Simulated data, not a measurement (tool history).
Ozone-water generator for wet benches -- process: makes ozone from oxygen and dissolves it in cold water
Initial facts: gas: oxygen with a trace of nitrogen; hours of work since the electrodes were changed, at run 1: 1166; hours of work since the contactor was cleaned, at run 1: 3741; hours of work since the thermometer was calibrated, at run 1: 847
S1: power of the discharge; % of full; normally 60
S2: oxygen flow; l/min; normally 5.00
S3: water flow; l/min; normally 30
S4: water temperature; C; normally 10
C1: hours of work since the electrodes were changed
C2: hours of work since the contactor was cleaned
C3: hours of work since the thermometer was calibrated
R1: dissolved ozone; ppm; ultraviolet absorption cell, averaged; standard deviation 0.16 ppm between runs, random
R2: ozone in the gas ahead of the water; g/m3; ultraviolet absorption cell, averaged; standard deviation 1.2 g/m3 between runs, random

| run | hour | S1 | S2 | S3 | S4 | C1 | C2 | C3 | R1 | R2 |
|---|---|---|---|---|---|---|---|---|---|---|
| 1 | 0.0 | 60 | 5.00 | 30 | 10 | 1166 | 3741 | 847 | 19.3 | 215.8 |
| 2 | 41.1 | 60 | 5.00 | 30 | 10 | 1204 | 3779 | 884 | 19.3 | 217.4 |
| 3 | 84.5 | 60 | 5.00 | 30 | 10 | 1243 | 3819 | 924 | 19.4 | 214.4 |
| 4 | 118.7 | 60 | 5.00 | 30 | 10 | 1275 | 3850 | 956 | 19.3 | 215.7 |
| 5 | 147.4 | 60 | 5.00 | 30 | 10 | 1301 | 3877 | 982 | 19.3 | 217.2 |
| 6 | 178.3 | 60 | 5.00 | 30 | 10 | 1330 | 3905 | 1010 | 19.3 | 217.4 |
| 7 | 207.7 | 60 | 5.00 | 30 | 10 | 1357 | 3932 | 1037 | 19.3 | 212.6 |
| 8 | 231.5 | 60 | 5.00 | 30 | 10 | 1379 | 3954 | 1059 | 19.4 | 215.7 |
| 9 | 255.2 | 60 | 5.00 | 30 | 10 | 1400 | 3976 | 1081 | 19.1 | 214.6 |
| 10 | 295.7 | 60 | 5.00 | 30 | 10 | 1438 | 4013 | 1118 | 19.1 | 216.0 |
| 11 | 317.6 | 98 | 5.00 | 30 | 10 | 1458 | 4033 | 1138 | 30.0 | 339.7 |
| 12 | 367.5 | 60 | 5.00 | 28 | 10 | 1504 | 4079 | 1184 | 20.5 | 216.9 |
| 13 | 392.5 | 95 | 5.00 | 30 | 10 | 1526 | 4102 | 1207 | 29.2 | 328.2 |
| 14 | 432.4 | 42 | 5.00 | 30 | 10 | 1563 | 4139 | 1244 | 13.9 | 155.6 |
| 15 | 458.3 | 42 | 5.00 | 30 | 10 | 1587 | 4162 | 1268 | 13.9 | 153.8 |
| 16 | 497.7 | 42 | 5.00 | 30 | 10 | 1623 | 4199 | 1304 | 13.8 | 155.4 |
| 17 | 551.3 | 42 | 8.63 | 30 | 6 | 1672 | 4248 | 1353 | 15.9 | 117.3 |
| 18 | 592.8 | 42 | 8.63 | 30 | 6 | 1711 | 4286 | 1391 | 15.6 | 118.1 |
| 19 | 645.3 | 43 | 8.81 | 30 | 7 | 1759 | 4334 | 1439 | 15.8 | 120.5 |
| 20 | 690.1 | 60 | 5.00 | 19 | 10 | 1800 | 4375 | 1481 | 29.2 | 215.2 |
| 21 | 735.7 | 60 | 5.00 | 30 | 8 | 1842 | 4417 | 1522 | 19.3 | 213.6 |
| 22 | 778.1 | 83 | 5.00 | 30 | 15 | 1881 | 4456 | 1561 | 24.1 | 284.8 |
| 23 | 815.9 | 60 | 5.00 | 30 | 7 | 1915 | 4491 | 1596 | 19.2 | 215.1 |
| 24 | 868.2 | 60 | 8.64 | 30 | 5 | 1964 | 4539 | 1644 | 21.8 | 162.7 |
| 25 | 890.9 | 60 | 5.00 | 18 | 5 | 1984 | 4560 | 1665 | 32.2 | 212.7 |
| 26 | 931.1 | 60 | 5.00 | 37 | 15 | 2021 | 4597 | 1702 | 14.4 | 211.0 |
| 27 | 953.4 | 60 | 5.00 | 37 | 12 | 2042 | 4617 | 1722 | 14.4 | 214.2 |
| 28 | 983.6 | 60 | 5.00 | 37 | 12 | 2070 | 4645 | 1750 | 14.9 | 210.6 |
| 29 | 1036.0 | 60 | 5.00 | 37 | 12 | 2118 | 4693 | 1798 | 14.6 | 212.8 |
| 30 | 1064.8 | 60 | 5.00 | 37 | 12 | 2144 | 4720 | 1825 | 14.6 | 213.1 |
| 31 | 1104.1 | 65 | 7.47 | 30 | 10 | 2180 | 4756 | 1861 | 21.5 | 187.3 |
| 32 | 1126.7 | 43 | 3.31 | 31 | 16 | 2201 | 4777 | 1882 | 11.7 | 192.3 |

Each row is a separate what-if for the run after 32, all from the same tool condition, not one after another. Results?
| A | 1152.5 | 60 | 5.00 | 30 | 6 | 2225 | 4800 | 1905 | ? | ? |
| B | 1152.5 | 100 | 5.00 | 30 | 6 | 2225 | 4800 | 1905 | ? | ? |
| C | 1152.5 | 61 | 5.00 | 22 | 10 | 2225 | 4800 | 1905 | ? | ? |
| D | 1152.5 | 43 | 3.31 | 41 | 16 | 2225 | 4800 | 1905 | ? | ? |

| run | R1 | R2 |
|---|---|---|
| A | 19.3 | 213.1 |
| B | 30.7 | 336.5 |
| C | 25.9 | 215.7 |
| D | 8.3 | 192.9 |
Without the tool's hidden state the same runs would have given:
| run | R1 | R2 |
|---|---|---|
| A | 21.1 | 223.3 |
| B | 34.4 | 361.7 |
| C | 28.0 | 226.1 |
| D | 9.0 | 198.7 |

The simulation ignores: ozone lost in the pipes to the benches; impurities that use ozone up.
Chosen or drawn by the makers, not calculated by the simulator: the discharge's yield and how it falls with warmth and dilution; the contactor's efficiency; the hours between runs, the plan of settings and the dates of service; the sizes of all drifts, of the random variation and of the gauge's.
